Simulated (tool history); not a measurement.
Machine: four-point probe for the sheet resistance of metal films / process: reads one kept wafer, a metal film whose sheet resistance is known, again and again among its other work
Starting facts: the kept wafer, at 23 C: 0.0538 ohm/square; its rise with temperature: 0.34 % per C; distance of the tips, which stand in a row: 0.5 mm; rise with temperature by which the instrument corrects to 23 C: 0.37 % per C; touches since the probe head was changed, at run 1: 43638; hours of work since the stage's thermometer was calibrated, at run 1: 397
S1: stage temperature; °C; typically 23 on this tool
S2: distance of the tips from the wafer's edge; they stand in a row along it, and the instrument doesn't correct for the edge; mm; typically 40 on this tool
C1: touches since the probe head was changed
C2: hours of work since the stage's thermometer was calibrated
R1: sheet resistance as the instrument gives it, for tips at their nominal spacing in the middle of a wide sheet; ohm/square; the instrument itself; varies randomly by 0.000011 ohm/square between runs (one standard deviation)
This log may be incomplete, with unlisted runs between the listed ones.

{"run": 1, "hour": 0.0, "S1": 23, "S2": 40, "C1": 43638, "C2": 397, "R1": 0.053746}
{"run": 2, "hour": 14.1, "S1": 20, "S2": 40, "C1": 44117, "C2": 408, "R1": 0.053801}
{"run": 3, "hour": 28.2, "S1": 20, "S2": 40, "C1": 44598, "C2": 418, "R1": 0.053785}
{"run": 4, "hour": 37.6, "S1": 23, "S2": 40, "C1": 44917, "C2": 425, "R1": 0.053739}
{"run": 5, "hour": 47.7, "S1": 23, "S2": 40, "C1": 45264, "C2": 432, "R1": 0.05374}
{"run": 6, "hour": 63.7, "S1": 23, "S2": 40, "C1": 45807, "C2": 444, "R1": 0.053751}
{"run": 7, "hour": 73.1, "S1": 23, "S2": 11, "C1": 46126, "C2": 450, "R1": 0.053789}
{"run": 8, "hour": 84.4, "S1": 23, "S2": 11, "C1": 46512, "C2": 459, "R1": 0.053782}
{"run": 9, "hour": 94.7, "S1": 23, "S2": 5, "C1": 46863, "C2": 466, "R1": 0.054023}
{"run": 10, "hour": 111.0, "S1": 23, "S2": 5, "C1": 47418, "C2": 478, "R1": 0.053996}
{"hour": 113.3, "done": "stage's thermometer calibrated"}
{"run": 11, "hour": 128.8, "S1": 23, "S2": 5, "C1": 48004, "C2": 11, "R1": 0.054001}
{"run": 12, "hour": 139.9, "S1": 23, "S2": 5, "C1": 48384, "C2": 19, "R1": 0.054005}
{"run": 13, "hour": 154.1, "S1": 23, "S2": 55, "C1": 48867, "C2": 30, "R1": 0.053692}
{"run": 14, "hour": 169.5, "S1": 23, "S2": 55, "C1": 49393, "C2": 41, "R1": 0.053702}
{"run": 15, "hour": 180.9, "S1": 23, "S2": 55, "C1": 49779, "C2": 49, "R1": 0.05371}
{"run": 16, "hour": 198.7, "S1": 23, "S2": 55, "C1": 50387, "C2": 62, "R1": 0.053696}
{"run": 17, "hour": 207.7, "S1": 23, "S2": 55, "C1": 50691, "C2": 68, "R1": 0.053688}
{"run": 18, "hour": 216.1, "S1": 26, "S2": 17, "C1": 50978, "C2": 74, "R1": 0.053677}
{"hour": 221.1, "done": "stage's thermometer calibrated, once more"}
{"run": 19, "hour": 233.5, "S1": 26, "S2": 5, "C1": 51553, "C2": 9, "R1": 0.053961}
{"run": 20, "hour": 245.4, "S1": 19, "S2": 41, "C1": 51959, "C2": 18, "R1": 0.053775}
{"run": 21, "hour": 253.7, "S1": 19, "S2": 41, "C1": 52241, "C2": 24, "R1": 0.053764}
{"run": 22, "hour": 270.4, "S1": 31, "S2": 10, "C1": 52808, "C2": 36, "R1": 0.053639}
{"run": 23, "hour": 284.6, "S1": 20, "S2": 35, "C1": 53294, "C2": 46, "R1": 0.053757}
{"run": 24, "hour": 294.8, "S1": 18, "S2": 67, "C1": 53642, "C2": 53, "R1": 0.053762}
{"run": 25, "hour": 307.8, "S1": 18, "S2": 6, "C1": 54084, "C2": 63, "R1": 0.053965}
{"run": 26, "hour": 320.9, "S1": 32, "S2": 8, "C1": 54529, "C2": 72, "R1": 0.053683}
{"run": 27, "hour": 331.2, "S1": 32, "S2": 8, "C1": 54881, "C2": 80, "R1": 0.053694}
{"run": 28, "hour": 348.1, "S1": 20, "S2": 8, "C1": 55455, "C2": 92, "R1": 0.053811}
{"run": 29, "hour": 366.6, "S1": 20, "S2": 5, "C1": 56085, "C2": 105, "R1": 0.054001}
{"run": 30, "hour": 381.7, "S1": 20, "S2": 10, "C1": 56598, "C2": 116, "R1": 0.05378}
{"run": 31, "hour": 395.1, "S1": 20, "S2": 10, "C1": 57056, "C2": 126, "R1": 0.053783}
{"run": 32, "hour": 411.1, "S1": 21, "S2": 5, "C1": 57601, "C2": 138, "R1": 0.053971}
{"run": 33, "hour": 428.6, "S1": 21, "S2": 5, "C1": 58195, "C2": 150, "R1": 0.053978}
{"run": 34, "hour": 442.5, "S1": 18, "S2": 17, "C1": 58667, "C2": 160, "R1": 0.053742}

Branching from run 34: 4 alternative next runs. What would each branch give?
{"run": "A", "hour": 454.1, "S1": 29, "S2": 31, "C1": 59064, "C2": 169, "R1": "?"}
{"run": "B", "hour": 454.1, "S1": 24, "S2": 4, "C1": 59064, "C2": 169, "R1": "?"}
{"run": "C", "hour": 454.1, "S1": 21, "S2": 26, "C1": 59064, "C2": 169, "R1": "?"}
{"run": "D", "hour": 454.1, "S1": 19, "S2": 7, "C1": 59064, "C2": 169, "R1": "?"}

run=A R1=0.053591
run=B R1=0.054081
run=C R1=0.053684
run=D R1=0.053865
Without the tool's unlogged condition, the same runs would have read:
run=A R1=0.053736
run=B R1=0.054227
run=C R1=0.053829
run=D R1=0.05401

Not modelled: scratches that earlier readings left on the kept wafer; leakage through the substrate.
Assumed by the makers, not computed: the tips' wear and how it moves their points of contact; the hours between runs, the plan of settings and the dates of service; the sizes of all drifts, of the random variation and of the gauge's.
